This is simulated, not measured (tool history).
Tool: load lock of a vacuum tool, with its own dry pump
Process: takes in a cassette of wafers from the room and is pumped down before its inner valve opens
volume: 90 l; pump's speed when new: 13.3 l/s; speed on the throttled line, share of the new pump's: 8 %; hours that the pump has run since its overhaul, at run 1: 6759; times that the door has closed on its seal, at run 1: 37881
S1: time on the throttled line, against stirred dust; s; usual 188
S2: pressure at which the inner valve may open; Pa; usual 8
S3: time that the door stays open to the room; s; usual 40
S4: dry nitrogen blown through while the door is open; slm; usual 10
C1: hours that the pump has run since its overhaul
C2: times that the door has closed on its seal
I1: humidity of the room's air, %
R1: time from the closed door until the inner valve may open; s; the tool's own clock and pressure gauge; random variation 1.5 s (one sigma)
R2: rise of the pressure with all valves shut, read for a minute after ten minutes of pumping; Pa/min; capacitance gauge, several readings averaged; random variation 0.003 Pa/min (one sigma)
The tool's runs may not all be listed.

Run 1, day 0: usual settings; C1 6759; C2 37881; I1 44.8. Result: R1 243.3 s, R2 0.319 Pa/min.
Run 2, day 7.2: usual settings; C1 6932; C2 38530; I1 46.8. Result: R1 243.9 s, R2 0.328 Pa/min.
Run 3, day 13.012: usual settings but S3 71 s; C1 7071; C2 39054; I1 44.2. Result: R1 246.2 s, R2 0.341 Pa/min.
Run 4, day 17.667: usual settings but S3 71 s; C1 7183; C2 39473; I1 42.7. Result: R1 243.6 s, R2 0.339 Pa/min.
Run 5, day 21.821: usual settings but S4 35 slm; C1 7283; C2 39848; I1 45.9. Result: R1 245.2 s, R2 0.334 Pa/min.
Run 6, day 25.842: usual settings but S4 35 slm; C1 7379; C2 40210; I1 45.3. Result: R1 242.3 s, R2 0.349 Pa/min.
Run 7, day 31.967: usual settings but S4 35 slm; C1 7526; C2 40763; I1 44.4. Result: R1 246 s, R2 0.345 Pa/min.
Run 8, day 37.779: usual settings but S4 35 slm; C1 7666; C2 41287; I1 42.4. Result: R1 247.8 s, R2 0.359 Pa/min.
Run 9, day 44.338: usual settings but S4 35 slm; C1 7823; C2 41878; I1 45. Result: R1 245.4 s, R2 0.363 Pa/min.
Run 10, day 48.062: usual settings; C1 7913; C2 42214; I1 41. Result: R1 246.1 s, R2 0.372 Pa/min.
Run 11, day 51.408: usual settings; C1 7993; C2 42515; I1 45.7. Result: R1 247.8 s, R2 0.382 Pa/min.
Run 12, day 56.225: usual settings; C1 8109; C2 42949; I1 43. Result: R1 247.7 s, R2 0.383 Pa/min.
Run 13, day 61.196: usual settings but S4 24 slm; C1 8228; C2 43398; I1 46.7. Result: R1 246.6 s, R2 0.38 Pa/min.
Run 14, day 67.133: usual settings but S4 24 slm; C1 8370; C2 43933; I1 43.5. Result: R1 246.6 s, R2 0.382 Pa/min.
Run 15, day 73.925: usual settings but S4 24 slm; C1 8533; C2 44545; I1 45.4. Result: R1 246.6 s, R2 0.395 Pa/min.
Run 16, day 78.35: usual settings but S4 14 slm; C1 8640; C2 44944; I1 44.6. Result: R1 245.8 s, R2 0.405 Pa/min.
Run 17, day 81.758: usual settings but S2 12 Pa; C1 8721; C2 45251; I1 46.5. Result: R1 243.9 s, R2 0.417 Pa/min.
Run 18, day 87.838: usual settings but S2 12 Pa; C1 8867; C2 45799; I1 47.8. Result: R1 243 s, R2 0.416 Pa/min.
Run 19, day 91.912: usual settings but S3 25 s; C1 8965; C2 46166; I1 44.4. Result: R1 249.8 s, R2 0.411 Pa/min.
Run 20, day 95.229: usual settings but S3 25 s; C1 9045; C2 46465; I1 43.8. Result: R1 247.6 s, R2 0.425 Pa/min.
Run 21, day 99.871: usual settings but S1 124 s, S3 38 s; C1 9156; C2 46884; I1 46.8. Result: R1 189.5 s, R2 0.435 Pa/min.
Run 22, day 106.171: usual settings but S1 124 s, S3 38 s; C1 9307; C2 47452; I1 47.7. Result: R1 187.4 s, R2 0.441 Pa/min.
Run 23, day 110.492: usual settings but S3 67 s; C1 9411; C2 47841; I1 45.9. Result: R1 249.4 s, R2 0.453 Pa/min.
Run 24, day 117.221: usual settings but S3 67 s; C1 9572; C2 48448; I1 40.9. Result: R1 247.3 s, R2 0.463 Pa/min.
Run 25, day 121.738: usual settings but S3 30 s, S4 13 slm; C1 9681; C2 48855; I1 49.6. Result: R1 249.1 s, R2 0.47 Pa/min.
Run 26, day 127.738: usual settings but S3 30 s, S4 13 slm; C1 9825; C2 49396; I1 46.2. Result: R1 248 s, R2 0.473 Pa/min.
Run 27, day 130.829: usual settings but S3 30 s, S4 13 slm; C1 9899; C2 49675; I1 45.5. Result: R1 247.8 s, R2 0.473 Pa/min.
Run 28, day 135.6: usual settings but S1 132 s, S2 6 Pa, S3 30 s, S4 13 slm; C1 10014; C2 50105; I1 42.9. Result: R1 199.9 s, R2 0.472 Pa/min.
Run 29, day 141.408: usual settings but S1 245 s, S2 15 Pa, S3 69 s; C1 10153; C2 50628; I1 48. Result: R1 295.1 s, R2 0.498 Pa/min.
Run 30, day 147.925: usual settings but S1 245 s, S2 15 Pa, S3 69 s; C1 10309; C2 51216; I1 45.5. Result: R1 295.2 s, R2 0.505 Pa/min.
Run 31, day 151.888: usual settings but S1 245 s, S2 12 Pa, S3 52 s; C1 10404; C2 51573; I1 46.2. Result: R1 295.2 s, R2 0.505 Pa/min.
Run 32, day 156.833: usual settings but S2 7 Pa; C1 10523; C2 52019; I1 46. Result: R1 249.6 s, R2 0.517 Pa/min.
Run 33, day 163.783: usual settings but S1 122 s, S4 18 slm; C1 10690; C2 52645; I1 43.9. Result: R1 189.2 s, R2 0.516 Pa/min.
Run 34, day 170.125: usual settings but S1 325 s, S4 18 slm; C1 10842; C2 53217; I1 45.6. Result: R1 369.1 s, R2 0.515 Pa/min.
Run 35, day 176.038: usual settings but S1 223 s, S2 7 Pa, S4 6 slm; C1 10984; C2 53750; I1 43.3. Result: R1 281 s, R2 0.533 Pa/min.
Run 36, day 181.767: usual settings but S4 32 slm; C1 11122; C2 54266; I1 46.6. Result: R1 252.1 s, R2 0.539 Pa/min.
Run 37, day 188.783: usual settings but S4 32 slm; C1 11290; C2 54899; I1 45.9. Result: R1 248.9 s, R2 0.547 Pa/min.
At day 193.408: door's seal changed, seat wiped.
Run 38, day 193.438: usual settings but S4 32 slm; C1 11400; C2 3; I1 41.5. Result: R1 250.8 s, R2 0.01 Pa/min.

Forecast each of these 3 alternatives for the next run:
Run A, day 197.696: usual settings but S1 139 s, S3 158 s, S4 6 slm; C1 11502; C2 387; I1 44.1. Result: R1 ?, R2 ?.
Run B, day 197.696: usual settings but S1 228 s, S2 10 Pa, S4 8 slm; C1 11502; C2 387; I1 46.8. Result: R1 ?, R2 ?.
Run C, day 197.696: usual settings but S2 9 Pa, S4 22 slm; C1 11502; C2 387; I1 44.2. Result: R1 ?, R2 ?.

run     R1     R2
  A  206.6  0.039
  B  284.6  0.015
  C  250.4  0.013
Without the tool's hidden state the same runs would have given:
run     R1     R2
  A    192  0.037
  B  272.4  0.013
  C    237  0.011
